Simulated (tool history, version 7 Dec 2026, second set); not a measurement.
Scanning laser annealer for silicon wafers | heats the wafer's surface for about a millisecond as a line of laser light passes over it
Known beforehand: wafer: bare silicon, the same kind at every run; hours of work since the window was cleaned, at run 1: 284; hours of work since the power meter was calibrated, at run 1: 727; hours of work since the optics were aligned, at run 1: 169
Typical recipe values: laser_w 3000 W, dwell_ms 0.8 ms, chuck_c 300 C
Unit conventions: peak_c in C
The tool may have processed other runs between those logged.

run   hour  laser_w  dwell_ms  chuck_c  hours of work since the window was cleaned  hours of work since the power meter was calibrated  hours of work since the optics were aligned  peak_c
  1      0     3000       0.8      300                                         284                                                 727                                          169    1027
  2   18.7     3000       0.8      300                                         298                                                 741                                          183    1025
  3   41.4     3000       0.8      300                                         315                                                 759                                          200    1028
  4   63.3     3000       0.8      300                                         332                                                 776                                          217    1031
  5   87.9     3085       0.8      300                                         351                                                 794                                          236    1052
  6  102.1     3085       0.8      300                                         362                                                 805                                          247    1055
  7  113.3     3000       0.8      300                                         371                                                 814                                          255    1029
  8  125.3     3176       0.8      300                                         380                                                 823                                          265    1078
  9  146.7     3176       0.8      300                                         396                                                 840                                          281    1078
 10  168.6     3176       0.8      300                                         413                                                 856                                          298    1076
 11  181.4     3176       0.8      300                                         423                                                 866                                          308    1073
 12  201.4     2957       0.8      300                                         438                                                 881                                          323    1013
 13  214.8     3000     0.859      300                                         448                                                 892                                          333    1053
 14  227.9     3000     0.859      300                                         458                                                 902                                          343    1050
 15  253.8     3000     0.859      300                                         478                                                 922                                          363    1047
 16  270.6     3000     0.859      300                                         491                                                 935                                          376    1052
 17  283.2     3000     0.859      300                                         501                                                 944                                          386    1050
 18  306.7     3000     0.859      300                                         519                                                 962                                          404    1052
     315.2  -- window over the wafer cleaned
 19    328     3000     0.859      300                                          10                                                 977                                          419    1054
 20  352.2     3000     0.838      300                                          28                                                 996                                          437    1043
 21  362.9     3188     0.838      326                                          37                                                1004                                          445    1121
 22  388.8     2932      0.94      314                                          56                                                1024                                          465    1075
 23  405.6     3051     0.932      285                                          69                                                1037                                          478    1077
 24    424     3000     0.956      276                                          83                                                1051                                          492    1064
 25  435.6     3152     0.588      280                                          92                                                1059                                          501     960
 26    456     3152     0.777      280                                         108                                                1075                                          517    1041
 27    469     3152     0.777      280                                         118                                                1085                                          527    1043
 28  488.8     3063     0.636      284                                         133                                                1100                                          542     965
 29    503     3063     0.636      284                                         144                                                1111                                          553     963
 30  518.6     3000     0.936      310                                         156                                                1123                                          565    1090
 31  544.8     3000     0.936      310                                         176                                                1143                                          585    1090
 32  557.6     3063       0.8      300                                         186                                                1153                                          595    1048
 33  573.2     2762     0.933      322                                         198                                                1165                                          607    1032
 34  590.8     2762     0.933      322                                         211                                                1179                                          620    1031
 35  605.3     2732     0.645      303                                         222                                                1190                                          631     902
 36  616.8     2732     0.645      303                                         231                                                1198                                          640     901
 37  639.6     2732     0.645      326                                         249                                                1216                                          657     925
 38  660.5     2732     0.996      313                                         265                                                1232                                          674    1032
 39  683.3     2732     0.996      313                                         282                                                1249                                          691    1030
 40  703.7     2732     0.996      313                                         298                                                1265                                          707    1032

Across each entry between runs, compare the hidden state at the last listed run before it with the hidden state at the first listed run after it:
In the gap between runs 18 and 19: window over the wafer cleaned (hour 315.2)
  light that passes the window, % of a clean one's: 99.94 -> 99.99
